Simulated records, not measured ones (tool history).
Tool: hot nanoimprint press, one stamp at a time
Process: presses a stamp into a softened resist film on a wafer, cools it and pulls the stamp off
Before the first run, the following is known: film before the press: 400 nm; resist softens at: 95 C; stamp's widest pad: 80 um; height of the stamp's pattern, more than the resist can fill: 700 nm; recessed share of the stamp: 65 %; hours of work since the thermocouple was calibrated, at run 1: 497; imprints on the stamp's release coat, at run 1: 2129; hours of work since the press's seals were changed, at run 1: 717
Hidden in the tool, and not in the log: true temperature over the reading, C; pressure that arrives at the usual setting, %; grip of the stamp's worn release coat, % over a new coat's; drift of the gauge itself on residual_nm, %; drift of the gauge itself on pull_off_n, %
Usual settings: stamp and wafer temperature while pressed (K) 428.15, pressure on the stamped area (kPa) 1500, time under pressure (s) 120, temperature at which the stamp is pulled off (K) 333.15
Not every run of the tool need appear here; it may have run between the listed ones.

run	hour	stamp and wafer temperature while pressed (K)	pressure on the stamped area (kPa)	time under pressure (s)	temperature at which the stamp is pulled off (K)	hours of work since the thermocouple was calibrated	imprints on the stamp's release coat	hours of work since the press's seals were changed	resist left under the stamp's widest pad (Å)	greatest force while the stamp is pulled off (N)
1	0.0	428.15	1500	120	333.15	497	2129	717	1452	268
2	16.2	428.15	1500	120	333.15	510	2169	730	1439	271
# hour 24.1: stamp cleaned and given a new release coat
3	32.3	428.15	1500	120	333.15	518	20	738	1444	202
4	41.6	428.15	1500	120	333.15	525	43	745	1443	201
# hour 52.5: plate thermocouple calibrated
5	55.8	427.15	1500	120	333.15	3	70	754	1599	211
6	71.1	427.15	1500	120	333.15	15	108	766	1582	215
7	82.0	427.15	1500	120	333.15	23	135	775	1584	212
8	104.7	428.15	1500	120	333.15	41	191	793	1520	217
9	121.5	428.15	2130	120	333.15	55	232	806	1273	223
10	137.5	428.15	2130	120	333.15	67	272	819	1273	218
11	148.6	428.15	2130	120	333.15	76	299	828	1281	212
12	169.6	428.15	1520	120	333.15	93	351	845	1502	226
13	181.5	436.15	1500	120	333.15	102	380	854	1096	219
14	204.0	437.15	1500	120	333.15	120	436	872	1054	225
15	217.9	428.15	1520	120	333.15	131	470	883	1500	227
16	240.5	428.15	1500	109	320.15	149	525	901	1571	293
17	250.0	428.15	1500	109	320.15	157	549	908	1559	281
18	264.1	428.15	1500	109	320.15	168	584	920	1558	293
19	276.2	423.15	1270	191	324.15	178	613	929	1715	272
20	296.3	428.15	2020	120	339.15	194	663	945	1306	197
21	314.1	428.15	1180	120	339.15	208	707	959	1686	196
22	334.1	437.15	1880	77	326.15	223	756	975	1120	274
23	351.4	437.15	1880	158	326.15	237	799	989	834	249
24	373.0	425.15	1840	75	333.15	254	852	1006	1834	227
25	387.0	419.15	1490	222	329.15	266	886	1017	1781	256
26	403.1	419.15	1490	193	332.15	278	926	1030	1871	250
27	417.5	419.15	1490	193	332.15	290	961	1041	1859	246
28	437.4	418.15	2120	193	330.15	306	1010	1057	1674	256
29	450.2	418.15	2120	193	335.15	316	1042	1067	1672	234
30	470.4	428.15	1160	67	320.15	332	1092	1083	2078	309

Below are 3 alternative next runs, each starting from the tool's condition after run 30. Predict each:
A	486.1	424.15	1160	144	320.15	344	1130	1096	?	?
B	486.1	435.15	1500	120	333.15	344	1130	1096	?	?
C	486.1	429.15	980	75	333.15	344	1130	1096	?	?

run	resist left under the stamp's widest pad (Å)	greatest force while the stamp is pulled off (N)
A	1847	321
B	1130	252
C	2060	233
Take away the tool's hidden state, keep each run's random variation, and the runs would have read:
run	resist left under the stamp's widest pad (Å)	greatest force while the stamp is pulled off (N)
A	1844	276
B	1107	219
C	2061	202
